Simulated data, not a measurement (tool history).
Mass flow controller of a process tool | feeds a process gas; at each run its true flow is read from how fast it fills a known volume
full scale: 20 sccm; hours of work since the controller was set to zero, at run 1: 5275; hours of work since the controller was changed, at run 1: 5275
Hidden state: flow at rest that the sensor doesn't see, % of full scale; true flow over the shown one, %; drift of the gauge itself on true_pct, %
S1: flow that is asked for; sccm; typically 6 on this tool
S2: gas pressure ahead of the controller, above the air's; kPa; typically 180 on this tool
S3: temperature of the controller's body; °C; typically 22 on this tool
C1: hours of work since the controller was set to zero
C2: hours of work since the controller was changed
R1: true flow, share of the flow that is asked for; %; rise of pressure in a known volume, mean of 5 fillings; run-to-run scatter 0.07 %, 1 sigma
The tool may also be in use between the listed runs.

Run 1, day 0.000: usual settings; C1 5275; C2 5275. Result: R1 95.11 %.
Run 2, day 10.642: usual settings; C1 5396; C2 5396. Result: R1 95.15 %.
Run 3, day 16.850: usual settings but S3 28 °C; C1 5467; C2 5467. Result: R1 95.47 %.
Run 4, day 25.383: usual settings but S3 28 °C; C1 5564; C2 5564. Result: R1 95.41 %.
Run 5, day 36.888: usual settings but S1 3 sccm; C1 5695; C2 5695. Result: R1 93.18 %.
Run 6, day 45.171: usual settings but S1 3 sccm; C1 5789; C2 5789. Result: R1 93.01 %.
Run 7, day 50.354: usual settings; C1 5848; C2 5848. Result: R1 94.91 %.
Run 8, day 59.288: usual settings but S1 11 sccm; C1 5950; C2 5950. Result: R1 96.29 %.
Run 9, day 65.496: usual settings but S1 11 sccm; C1 6021; C2 6021. Result: R1 96.22 %.
Run 10, day 74.588: usual settings but S1 11 sccm; C1 6124; C2 6124. Result: R1 96.18 %.
Run 11, day 84.150: usual settings but S1 11 sccm; C1 6233; C2 6233. Result: R1 96.10 %.
Run 12, day 92.583: usual settings but S2 194 kPa; C1 6329; C2 6329. Result: R1 94.75 %.
Run 13, day 100.346: usual settings but S2 194 kPa; C1 6417; C2 6417. Result: R1 94.58 %.
Run 14, day 108.158: usual settings but S2 194 kPa; C1 6506; C2 6506. Result: R1 94.65 %.
Run 15, day 114.671: usual settings but S2 194 kPa; C1 6580; C2 6580. Result: R1 94.56 %.
At day 118.117: controller's zero set anew.
Run 16, day 123.612: usual settings but S2 194 kPa; C1 63; C2 6682. Result: R1 94.28 %.
Run 17, day 132.396: usual settings but S2 194 kPa; C1 162; C2 6782. Result: R1 94.30 %.
At day 138.067: controller's zero set anew, once more.
Run 18, day 141.117: usual settings; C1 35; C2 6881. Result: R1 95.99 %.
Run 19, day 150.771: usual settings; C1 145; C2 6991. Result: R1 95.82 %.
Run 20, day 158.758: usual settings; C1 235; C2 7081. Result: R1 95.73 %.
Run 21, day 167.838: usual settings but S1 4 sccm; C1 339; C2 7185. Result: R1 95.49 %.
Run 22, day 178.033: usual settings; C1 455; C2 7301. Result: R1 95.87 %.
Run 23, day 187.733: usual settings; C1 565; C2 7411. Result: R1 95.69 %.
Run 24, day 194.671: usual settings but S1 3 sccm; C1 644; C2 7490. Result: R1 95.10 %.
Run 25, day 206.362: usual settings but S1 3 sccm; C1 777; C2 7623. Result: R1 94.94 %.
Run 26, day 214.125: usual settings but S1 3 sccm; C1 866; C2 7712. Result: R1 94.83 %.
Run 27, day 224.329: usual settings but S3 32 °C; C1 982; C2 7828. Result: R1 96.20 %.
Run 28, day 231.454: usual settings but S1 10 sccm, S2 218 kPa, S3 24 °C; C1 1063; C2 7909. Result: R1 96.47 %.
Run 29, day 240.754: usual settings but S1 10 sccm, S2 218 kPa, S3 24 °C; C1 1169; C2 8015. Result: R1 96.33 %.
Run 30, day 248.371: usual settings but S1 4 sccm, S2 209 kPa, S3 40 °C; C1 1255; C2 8101. Result: R1 96.10 %.
Run 31, day 258.154: usual settings but S2 181 kPa, S3 20 °C; C1 1367; C2 8213. Result: R1 95.21 %.
Run 32, day 263.479: usual settings but S1 3 sccm, S2 181 kPa, S3 23 °C; C1 1427; C2 8273. Result: R1 94.47 %.
At day 266.512: controller exchanged for a calibrated one.
Run 33, day 273.771: usual settings but S1 3 sccm, S2 181 kPa, S3 23 °C; C1 83; C2 83. Result: R1 96.89 %.
Run 34, day 279.783: usual settings but S1 3 sccm, S2 181 kPa, S3 23 °C; C1 151; C2 151. Result: R1 96.81 %.
Run 35, day 284.504: usual settings but S2 261 kPa, S3 28 °C; C1 205; C2 205. Result: R1 97.61 %.
Run 36, day 292.204: usual settings but S1 8 sccm; C1 292; C2 292. Result: R1 97.69 %.
Run 37, day 297.700: usual settings but S1 3 sccm, S2 228 kPa, S3 38 °C; C1 355; C2 355. Result: R1 97.61 %.
Run 38, day 304.942: usual settings but S1 3 sccm, S2 228 kPa, S3 38 °C; C1 437; C2 437. Result: R1 97.46 %.
Run 39, day 313.238: usual settings but S2 159 kPa, S3 29 °C; C1 532; C2 532. Result: R1 97.61 %.
Run 40, day 323.742: usual settings but S2 219 kPa, S3 30 °C; C1 651; C2 651. Result: R1 97.60 %.
Run 41, day 328.858: usual settings but S2 219 kPa, S3 30 °C; C1 709; C2 709. Result: R1 97.55 %.
Run 42, day 337.921: usual settings but S2 164 kPa; C1 813; C2 813. Result: R1 97.14 %.
Run 43, day 343.758: usual settings but S1 3 sccm, S2 152 kPa, S3 30 °C; C1 879; C2 879. Result: R1 96.69 %.
Run 44, day 352.888: usual settings but S1 13 sccm, S2 210 kPa; C1 983; C2 983. Result: R1 98.28 %.
Run 45, day 359.308: usual settings but S1 4 sccm, S3 33 °C; C1 1056; C2 1056. Result: R1 97.08 %.
Run 46, day 367.625: usual settings but S2 228 kPa, S3 21 °C; C1 1151; C2 1151. Result: R1 96.80 %.
Run 47, day 375.867: usual settings but S1 8 sccm, S2 219 kPa, S3 35 °C; C1 1244; C2 1244. Result: R1 98.04 %.

3 ways to go on from here, each from the tool as it stands after run 47. What would each give?
Run A, day 384.388: usual settings but S1 8 sccm, S2 159 kPa, S3 35 °C; C1 1341; C2 1341. Result: R1 ?.
Run B, day 384.388: usual settings but S3 24 °C; C1 1341; C2 1341. Result: R1 ?.
Run C, day 384.388: usual settings but S1 10 sccm, S2 195 kPa, S3 35 °C; C1 1341; C2 1341. Result: R1 ?.

run     R1
  A  98.04
  B  96.90
  C  98.43
Take away the tool's hidden state, keep each run's random variation, and the runs would have read:
run     R1
  A  98.66
  B  97.62
  C  98.98

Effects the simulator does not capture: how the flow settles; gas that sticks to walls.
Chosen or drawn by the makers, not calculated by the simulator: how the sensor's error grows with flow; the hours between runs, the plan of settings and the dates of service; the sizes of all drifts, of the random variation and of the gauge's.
